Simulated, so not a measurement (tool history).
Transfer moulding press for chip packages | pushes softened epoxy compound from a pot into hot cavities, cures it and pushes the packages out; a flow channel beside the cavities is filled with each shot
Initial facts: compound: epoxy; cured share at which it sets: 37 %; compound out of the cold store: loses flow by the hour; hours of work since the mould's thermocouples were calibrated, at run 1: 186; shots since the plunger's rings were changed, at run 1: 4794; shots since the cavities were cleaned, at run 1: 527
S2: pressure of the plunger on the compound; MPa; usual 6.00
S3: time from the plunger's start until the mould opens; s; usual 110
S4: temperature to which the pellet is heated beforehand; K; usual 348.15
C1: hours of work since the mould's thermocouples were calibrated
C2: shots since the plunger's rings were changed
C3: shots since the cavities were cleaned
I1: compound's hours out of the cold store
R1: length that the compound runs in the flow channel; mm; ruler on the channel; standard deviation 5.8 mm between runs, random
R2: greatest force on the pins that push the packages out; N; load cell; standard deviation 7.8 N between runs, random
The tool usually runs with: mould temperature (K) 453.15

{"run": 1, "day": 0.0, "mould temperature (K)": 453.15, "S2": 6.0, "S3": 110, "S4": 348.15, "C1": 186, "C2": 4794, "C3": 527, "I1": 28.5, "R1": 533, "R2": 422}
{"day": 0.796, "done": "plunger's sealing rings changed"}
{"run": 2, "day": 1.438, "mould temperature (K)": 453.15, "S2": 6.0, "S3": 110, "S4": 348.15, "C1": 209, "C2": 194, "C3": 931, "I1": 19.2, "R1": 598, "R2": 504}
{"day": 1.996, "done": "cavities cleaned with cleaning compound and waxed"}
{"run": 3, "day": 2.129, "mould temperature (K)": 453.15, "S2": 4.64, "S3": 110, "S4": 348.15, "C1": 220, "C2": 385, "C3": 40, "I1": 28.4, "R1": 508, "R2": 355}
{"run": 4, "day": 3.112, "mould temperature (K)": 453.15, "S2": 4.64, "S3": 110, "S4": 348.15, "C1": 237, "C2": 683, "C3": 338, "I1": 10.0, "R1": 540, "R2": 438}
{"run": 5, "day": 4.454, "mould temperature (K)": 453.15, "S2": 4.64, "S3": 110, "S4": 348.15, "C1": 260, "C2": 1091, "C3": 746, "I1": 47.3, "R1": 468, "R2": 482}
{"run": 6, "day": 5.217, "mould temperature (K)": 453.15, "S2": 6.8, "S3": 110, "S4": 348.15, "C1": 274, "C2": 1322, "C3": 977, "I1": 42.5, "R1": 581, "R2": 497}
{"day": 5.571, "done": "cavities cleaned with cleaning compound and waxed"}
{"run": 7, "day": 6.042, "mould temperature (K)": 453.15, "S2": 6.8, "S3": 110, "S4": 348.15, "C1": 287, "C2": 1553, "C3": 143, "I1": 26.1, "R1": 606, "R2": 400}
{"run": 8, "day": 7.05, "mould temperature (K)": 453.15, "S2": 6.8, "S3": 110, "S4": 348.15, "C1": 304, "C2": 1859, "C3": 449, "I1": 29.5, "R1": 590, "R2": 440}
{"run": 9, "day": 8.029, "mould temperature (K)": 453.15, "S2": 6.0, "S3": 110, "S4": 350.15, "C1": 321, "C2": 2155, "C3": 745, "I1": 42.9, "R1": 527, "R2": 479}
{"day": 9.233, "done": "cavities cleaned with cleaning compound and waxed"}
{"run": 10, "day": 9.421, "mould temperature (K)": 453.15, "S2": 6.0, "S3": 110, "S4": 339.15, "C1": 344, "C2": 2558, "C3": 57, "I1": 15.8, "R1": 585, "R2": 376}
{"run": 11, "day": 10.138, "mould temperature (K)": 453.15, "S2": 6.0, "S3": 110, "S4": 339.15, "C1": 357, "C2": 2777, "C3": 276, "I1": 11.6, "R1": 583, "R2": 434}
{"run": 12, "day": 11.221, "mould temperature (K)": 453.15, "S2": 6.0, "S3": 110, "S4": 339.15, "C1": 376, "C2": 3105, "C3": 604, "I1": 32.6, "R1": 534, "R2": 488}
{"run": 13, "day": 12.525, "mould temperature (K)": 453.15, "S2": 6.0, "S3": 110, "S4": 339.15, "C1": 398, "C2": 3500, "C3": 999, "I1": 26.2, "R1": 561, "R2": 527}
{"day": 12.825, "done": "cavities cleaned with cleaning compound and waxed"}
{"run": 14, "day": 13.267, "mould temperature (K)": 453.15, "S2": 6.0, "S3": 110, "S4": 339.15, "C1": 410, "C2": 3706, "C3": 134, "I1": 31.8, "R1": 541, "R2": 372}
{"run": 15, "day": 14.471, "mould temperature (K)": 461.15, "S2": 7.28, "S3": 110, "S4": 355.15, "C1": 431, "C2": 4071, "C3": 499, "I1": 12.4, "R1": 589, "R2": 368}
{"run": 16, "day": 15.554, "mould temperature (K)": 447.15, "S2": 6.49, "S3": 104, "S4": 355.15, "C1": 450, "C2": 4400, "C3": 828, "I1": 33.6, "R1": 573, "R2": 778}
{"run": 17, "day": 16.208, "mould temperature (K)": 453.15, "S2": 5.06, "S3": 92, "S4": 348.15, "C1": 461, "C2": 4598, "C3": 1026, "I1": 35.6, "R1": 472, "R2": 661}
{"day": 16.517, "done": "cavities cleaned with cleaning compound and waxed"}
{"run": 18, "day": 17.246, "mould temperature (K)": 453.15, "S2": 6.0, "S3": 106, "S4": 345.15, "C1": 478, "C2": 4894, "C3": 221, "I1": 25.4, "R1": 541, "R2": 446}
{"day": 17.417, "done": "mould's thermocouples calibrated"}
{"day": 17.725, "done": "plunger's sealing rings changed"}
{"run": 19, "day": 18.096, "mould temperature (K)": 452.15, "S2": 6.0, "S3": 110, "S4": 348.15, "C1": 10, "C2": 113, "C3": 422, "I1": 15.6, "R1": 613, "R2": 494}
{"run": 20, "day": 19.046, "mould temperature (K)": 452.15, "S2": 6.0, "S3": 110, "S4": 348.15, "C1": 26, "C2": 400, "C3": 709, "I1": 10.7, "R1": 627, "R2": 570}
{"run": 21, "day": 19.667, "mould temperature (K)": 445.15, "S2": 4.93, "S3": 149, "S4": 348.15, "C1": 37, "C2": 589, "C3": 898, "I1": 10.5, "R1": 577, "R2": 532}
{"day": 20.196, "done": "mould's thermocouples calibrated, once more"}
{"day": 20.362, "done": "cavities cleaned with cleaning compound and waxed"}
{"run": 22, "day": 20.429, "mould temperature (K)": 455.15, "S2": 6.0, "S3": 118, "S4": 348.15, "C1": 3, "C2": 776, "C3": 21, "I1": 14.5, "R1": 590, "R2": 327}
{"run": 23, "day": 21.117, "mould temperature (K)": 453.15, "S2": 7.38, "S3": 135, "S4": 341.15, "C1": 15, "C2": 984, "C3": 229, "I1": 43.6, "R1": 598, "R2": 345}
{"run": 24, "day": 22.242, "mould temperature (K)": 456.15, "S2": 7.38, "S3": 92, "S4": 341.15, "C1": 34, "C2": 1326, "C3": 571, "I1": 13.8, "R1": 654, "R2": 493}
{"run": 25, "day": 23.562, "mould temperature (K)": 457.15, "S2": 6.8, "S3": 92, "S4": 347.15, "C1": 57, "C2": 1727, "C3": 972, "I1": 47.2, "R1": 554, "R2": 516}
{"day": 23.971, "done": "cavities cleaned with cleaning compound and waxed"}
{"run": 26, "day": 24.475, "mould temperature (K)": 457.15, "S2": 6.97, "S3": 145, "S4": 353.15, "C1": 72, "C2": 1984, "C3": 152, "I1": 16.5, "R1": 605, "R2": 331}
{"run": 27, "day": 25.558, "mould temperature (K)": 457.15, "S2": 6.97, "S3": 145, "S4": 353.15, "C1": 91, "C2": 2313, "C3": 481, "I1": 8.7, "R1": 618, "R2": 379}

Each row is a separate what-if for the run after 27, all from the same tool condition, not one after another. Results?
{"run": "A", "day": 26.533, "mould temperature (K)": 454.15, "S2": 6.97, "S3": 119, "S4": 353.15, "C1": 108, "C2": 2609, "C3": 777, "I1": 40.9, "R1": "?", "R2": "?"}
{"run": "B", "day": 26.533, "mould temperature (K)": 453.15, "S2": 5.86, "S3": 110, "S4": 339.15, "C1": 108, "C2": 2609, "C3": 777, "I1": 26.3, "R1": "?", "R2": "?"}
{"run": "C", "day": 26.533, "mould temperature (K)": 447.15, "S2": 6.97, "S3": 145, "S4": 351.15, "C1": 108, "C2": 2609, "C3": 777, "I1": 39.7, "R1": "?", "R2": "?"}
{"run": "D", "day": 26.533, "mould temperature (K)": 450.15, "S2": 6.0, "S3": 115, "S4": 351.15, "C1": 108, "C2": 2609, "C3": 777, "I1": 24.2, "R1": "?", "R2": "?"}

run=A R1=561 R2=450
run=B R1=543 R2=494
run=C R1=586 R2=440
run=D R1=568 R2=516
The same runs, with their run-to-run variation unchanged, on a tool lacking any hidden condition would have given:
run=A R1=592 R2=309
run=B R1=572 R2=338
run=C R1=617 R2=299
run=D R1=599 R2=352
